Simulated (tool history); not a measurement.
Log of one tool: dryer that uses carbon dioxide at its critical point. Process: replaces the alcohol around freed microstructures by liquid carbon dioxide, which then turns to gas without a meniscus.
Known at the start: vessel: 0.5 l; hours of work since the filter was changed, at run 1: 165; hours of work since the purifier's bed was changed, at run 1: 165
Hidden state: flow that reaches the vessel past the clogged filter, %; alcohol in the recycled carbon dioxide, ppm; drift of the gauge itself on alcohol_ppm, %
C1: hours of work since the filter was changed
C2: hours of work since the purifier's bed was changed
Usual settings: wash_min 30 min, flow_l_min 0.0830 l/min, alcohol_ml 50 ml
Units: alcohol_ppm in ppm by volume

{"run": 1, "day": 0.0, "wash_min": 30, "flow_l_min": 0.083, "alcohol_ml": 50, "C1": 165, "C2": 165, "alcohol_ppm": 3478}
{"run": 2, "day": 0.458, "wash_min": 30, "flow_l_min": 0.083, "alcohol_ml": 50, "C1": 172, "C2": 172, "alcohol_ppm": 3522}
{"run": 3, "day": 1.092, "wash_min": 30, "flow_l_min": 0.083, "alcohol_ml": 50, "C1": 181, "C2": 181, "alcohol_ppm": 3481}
{"run": 4, "day": 1.692, "wash_min": 30, "flow_l_min": 0.0616, "alcohol_ml": 50, "C1": 190, "C2": 190, "alcohol_ppm": 8323}
{"run": 5, "day": 2.333, "wash_min": 19, "flow_l_min": 0.083, "alcohol_ml": 50, "C1": 199, "C2": 199, "alcohol_ppm": 12197}
{"run": 6, "day": 2.617, "wash_min": 30, "flow_l_min": 0.083, "alcohol_ml": 50, "C1": 203, "C2": 203, "alcohol_ppm": 3824}
{"run": 7, "day": 2.958, "wash_min": 30, "flow_l_min": 0.083, "alcohol_ml": 50, "C1": 208, "C2": 208, "alcohol_ppm": 3809}
{"run": 8, "day": 3.379, "wash_min": 24, "flow_l_min": 0.083, "alcohol_ml": 50, "C1": 214, "C2": 214, "alcohol_ppm": 7597}
{"run": 9, "day": 3.875, "wash_min": 22, "flow_l_min": 0.083, "alcohol_ml": 50, "C1": 222, "C2": 222, "alcohol_ppm": 9094}
{"run": 10, "day": 4.196, "wash_min": 44, "flow_l_min": 0.083, "alcohol_ml": 50, "C1": 226, "C2": 226, "alcohol_ppm": 836}
{"run": 11, "day": 4.6, "wash_min": 30, "flow_l_min": 0.083, "alcohol_ml": 50, "C1": 232, "C2": 232, "alcohol_ppm": 3945}
{"run": 12, "day": 4.962, "wash_min": 30, "flow_l_min": 0.083, "alcohol_ml": 50, "C1": 238, "C2": 238, "alcohol_ppm": 3968}
{"run": 13, "day": 5.588, "wash_min": 38, "flow_l_min": 0.083, "alcohol_ml": 50, "C1": 247, "C2": 247, "alcohol_ppm": 1700}
{"day": 5.958, "done": "inlet filter changed"}
{"run": 14, "day": 6.279, "wash_min": 30, "flow_l_min": 0.083, "alcohol_ml": 32, "C1": 5, "C2": 256, "alcohol_ppm": 1791}
{"run": 15, "day": 6.783, "wash_min": 18, "flow_l_min": 0.0859, "alcohol_ml": 52, "C1": 12, "C2": 264, "alcohol_ppm": 11241}
{"run": 16, "day": 7.396, "wash_min": 18, "flow_l_min": 0.0859, "alcohol_ml": 52, "C1": 21, "C2": 273, "alcohol_ppm": 11740}
{"run": 17, "day": 7.896, "wash_min": 34, "flow_l_min": 0.083, "alcohol_ml": 43, "C1": 28, "C2": 280, "alcohol_ppm": 1589}
{"run": 18, "day": 8.375, "wash_min": 23, "flow_l_min": 0.0993, "alcohol_ml": 43, "C1": 36, "C2": 287, "alcohol_ppm": 3462}
{"run": 19, "day": 8.788, "wash_min": 30, "flow_l_min": 0.1299, "alcohol_ml": 85, "C1": 42, "C2": 293, "alcohol_ppm": 755}
{"run": 20, "day": 9.058, "wash_min": 27, "flow_l_min": 0.1101, "alcohol_ml": 38, "C1": 46, "C2": 297, "alcohol_ppm": 1205}
{"run": 21, "day": 9.525, "wash_min": 34, "flow_l_min": 0.1031, "alcohol_ml": 22, "C1": 52, "C2": 304, "alcohol_ppm": 353}
{"run": 22, "day": 10.008, "wash_min": 34, "flow_l_min": 0.1031, "alcohol_ml": 22, "C1": 59, "C2": 311, "alcohol_ppm": 360}
{"run": 23, "day": 10.292, "wash_min": 24, "flow_l_min": 0.0512, "alcohol_ml": 22, "C1": 64, "C2": 315, "alcohol_ppm": 7728}
{"run": 24, "day": 10.604, "wash_min": 24, "flow_l_min": 0.0512, "alcohol_ml": 22, "C1": 68, "C2": 320, "alcohol_ppm": 7779}
{"run": 25, "day": 11.175, "wash_min": 22, "flow_l_min": 0.083, "alcohol_ml": 50, "C1": 77, "C2": 328, "alcohol_ppm": 7880}
{"run": 26, "day": 11.817, "wash_min": 30, "flow_l_min": 0.083, "alcohol_ml": 29, "C1": 86, "C2": 338, "alcohol_ppm": 1861}
{"run": 27, "day": 12.358, "wash_min": 30, "flow_l_min": 0.083, "alcohol_ml": 29, "C1": 94, "C2": 346, "alcohol_ppm": 1886}
{"run": 28, "day": 12.733, "wash_min": 30, "flow_l_min": 0.083, "alcohol_ml": 29, "C1": 100, "C2": 351, "alcohol_ppm": 1882}

Hidden state at the last listed run before each entry between runs and at the first one after, where it differs:
Between runs 13 and 14: inlet filter changed (day 5.958)
  flow that reaches the vessel past the clogged filter, %: 89.5 -> 99.2; alcohol in the recycled carbon dioxide, ppm: 21.9 -> 22.5
  measured less the result without the state, alcohol_ppm: +654 -> +66 ppm by volume
